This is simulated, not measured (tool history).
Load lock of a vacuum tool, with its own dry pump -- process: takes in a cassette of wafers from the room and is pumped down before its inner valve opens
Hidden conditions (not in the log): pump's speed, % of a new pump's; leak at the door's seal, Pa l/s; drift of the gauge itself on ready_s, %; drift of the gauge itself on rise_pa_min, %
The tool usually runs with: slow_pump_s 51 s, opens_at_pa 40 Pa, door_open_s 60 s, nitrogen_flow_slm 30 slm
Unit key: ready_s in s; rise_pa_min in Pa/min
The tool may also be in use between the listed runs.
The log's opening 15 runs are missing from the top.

run,hour,slow_pump_s,opens_at_pa,door_open_s,nitrogen_flow_slm,hours that the pump has run since its overhaul,times that the door has closed on its seal,"incoming humidity of the room's air, %",ready_s,rise_pa_min
16,966.3,51,40,60,18,2760,3872,47.3,111.8,0.032
17,1022.7,51,40,60,18,2816,4047,41,111.3,0.029
18,1091.5,51,40,60,30,2885,4261,49.2,111.1,0.023
19,1185.6,93,38,157,22,2979,4553,48,143.5,0.051
20,1244.5,51,62,60,30,3038,4736,46.8,107,0.03
21,1320.8,51,28,60,6,3115,4973,41.6,114.7,0.04
22,1397.4,30,47,43,30,3191,5211,47.2,94.5,0.029
23,1477,56,52,27,41,3271,5458,45,112.4,0.016
24,1566.9,71,32,180,30,3361,5737,45,128.2,0.045
25,1610.4,92,28,180,23,3404,5872,43.9,144.9,0.055
26,1665.5,51,33,188,30,3459,6043,46.9,113.9,0.047
27,1722.8,76,40,60,41,3517,6221,45.7,130.4,0.03
28,1807,51,59,43,30,3601,6483,41.7,107.8,0.023
29,1863.9,51,42,59,30,3658,6659,42.3,111.9,0.03
30,1924.7,51,42,59,30,3719,6848,45,112.5,0.024
31,2009.5,51,29,80,10,3803,7111,49.3,115,0.05
32,2079.9,51,29,80,10,3874,7330,45.5,116.8,0.044
33,2146.7,51,47,181,30,3941,7538,46.6,111.3,0.054

Forecast run 34:
34,2207.5,39,47,32,30,4001,7726,46.1,?,?

Run 34 came out at ready_s 101.4 s, rise_pa_min 0.019 Pa/min.
Take away the tool's hidden state, keep the run-to-run variation as it was, and the same run would have given ready_s 96.8 s, rise_pa_min 0.01 Pa/min.
